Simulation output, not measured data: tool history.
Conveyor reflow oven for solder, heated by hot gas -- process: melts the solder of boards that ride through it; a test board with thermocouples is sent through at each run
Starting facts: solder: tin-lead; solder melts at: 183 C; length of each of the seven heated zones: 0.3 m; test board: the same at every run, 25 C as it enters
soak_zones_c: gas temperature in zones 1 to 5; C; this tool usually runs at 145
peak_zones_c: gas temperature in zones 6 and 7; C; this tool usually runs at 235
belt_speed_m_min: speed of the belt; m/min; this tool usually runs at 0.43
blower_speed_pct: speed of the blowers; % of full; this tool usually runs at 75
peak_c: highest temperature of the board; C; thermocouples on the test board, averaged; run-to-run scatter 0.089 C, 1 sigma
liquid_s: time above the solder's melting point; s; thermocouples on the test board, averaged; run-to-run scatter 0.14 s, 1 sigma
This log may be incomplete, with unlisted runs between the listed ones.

run	hour	soak_zones_c	peak_zones_c	belt_speed_m_min	blower_speed_pct	peak_c	liquid_s
1	0	145	235	0.43	75	220.14	68
2	74.2	145	235	0.43	75	220.14	68
3	119.4	145	240	0.43	75	224.43	71.1
4	214.3	145	235	0.43	75	219.9	68.3
5	263.4	145	235	0.43	75	220.03	68
6	303.6	145	235	0.43	75	219.96	68.4
7	367	145	235	0.43	75	219.83	68.2
8	450.2	145	235	0.43	75	219.52	67.7
9	518.8	145	235	0.43	75	219.42	67.9
10	592	156	235	0.43	75	219.97	73.4
11	651.4	156	235	0.43	75	219.84	73.4
12	740.3	156	235	0.43	75	219.9	73.8
13	808	145	243	0.43	75	226.69	73.7
14	876.2	153	235	0.43	75	221.39	73.5
15	958.3	153	235	0.43	75	221.21	73.4
16	1004.9	156	235	0.457	75	220.08	69.6
17	1096.4	156	235	0.457	75	220.08	69.8
18	1143.2	154	235	0.397	75	223.12	80.2
19	1217.3	145	237	0.43	67	219.17	66.6
20	1272.4	145	237	0.43	67	219.02	66.5
21	1315	145	237	0.43	67	219.28	66.7
22	1388.5	145	237	0.43	67	219.13	66.5
23	1477.5	148	237	0.367	67	224.66	85.4
24	1552.2	133	239	0.43	75	220.81	63.7
25	1608.1	138	239	0.396	66	222.71	72.9
26	1664.4	155	235	0.43	88	225.39	76.7
27	1731.8	155	235	0.43	65	219.72	72.3
28	1807.6	155	235	0.43	65	219.57	71.8
29	1886	138	235	0.43	85	221.93	67.2

Between the runs listed above, the log contained 7 entries, not reproduced here. Where in the sequence does each belong, and how does what the log doesn't record of the tool's condition differ from the listed run before to the listed run after?
From run 7 to run 8: flux residue cleaned out of gas plates and filters (hour 385.6)
  heat that the gas passes to the board, % of a clean oven's: 95.9 -> 94.1; belt's true speed, % of the reading: 98.91 -> 98.82; true gas temperature in zones 6 and 7 over the reading, C: 2.2 -> 2.33
  the result without the hidden state subtracted from the measured one, peak_c: +1.17 -> +0.8 C; liquid_s: +1.5 -> +1.2 s
From run 9 to run 10: thermocouples of zones 6 and 7 changed (hour 564.7)
  heat that the gas passes to the board, % of a clean oven's: 93.5 -> 92.8; belt's true speed, % of the reading: 98.74 -> 98.65; true gas temperature in zones 6 and 7 over the reading, C: 2.43 -> 0.66
  the result without the hidden state subtracted from the measured one, peak_c: +0.76 -> -0.73 C; liquid_s: +1.2 -> +0.3 s
From run 12 to run 13: flux residue cleaned out of gas plates and filters (hour 774.1); flux residue cleaned out of gas plates and filters, once more (hour 785.9)
  heat that the gas passes to the board, % of a clean oven's: 91.5 -> 99.6; belt's true speed, % of the reading: 98.47 -> 98.4; true gas temperature in zones 6 and 7 over the reading, C: 0.92 -> 1.01
  the result without the hidden state subtracted from the measured one, peak_c: -0.8 -> +1.31 C; liquid_s: +0.3 -> +2.1 s
From run 17 to run 18: belt drive overhauled, speed set with a stopwatch (hour 1137.6)
  heat that the gas passes to the board, % of a clean oven's: 97 -> 96.5; belt's true speed, % of the reading: 98.04 -> 99.99; true gas temperature in zones 6 and 7 over the reading, C: 1.47 -> 1.54
  the result without the hidden state subtracted from the measured one, peak_c: +1.07 -> +0.62 C; liquid_s: +2.1 -> +0.3 s
From run 18 to run 19: flux residue cleaned out of gas plates and filters (hour 1174.4)
  heat that the gas passes to the board, % of a clean oven's: 96.5 -> 99.4; belt's true speed, % of the reading: 99.99 -> 99.91; true gas temperature in zones 6 and 7 over the reading, C: 1.54 -> 1.65
  the result without the hidden state subtracted from the measured one, peak_c: +0.62 -> +1.28 C; liquid_s: +0.3 -> +1.1 s
From run 24 to run 25: flux residue cleaned out of gas plates and filters (hour 1562.7)
  heat that the gas passes to the board, % of a clean oven's: 96.3 -> 99.6; belt's true speed, % of the reading: 99.5 -> 99.44; true gas temperature in zones 6 and 7 over the reading, C: 2.22 -> 2.31
  the result without the hidden state subtracted from the measured one, peak_c: +0.99 -> +2.09 C; liquid_s: +1 -> +2.1 s

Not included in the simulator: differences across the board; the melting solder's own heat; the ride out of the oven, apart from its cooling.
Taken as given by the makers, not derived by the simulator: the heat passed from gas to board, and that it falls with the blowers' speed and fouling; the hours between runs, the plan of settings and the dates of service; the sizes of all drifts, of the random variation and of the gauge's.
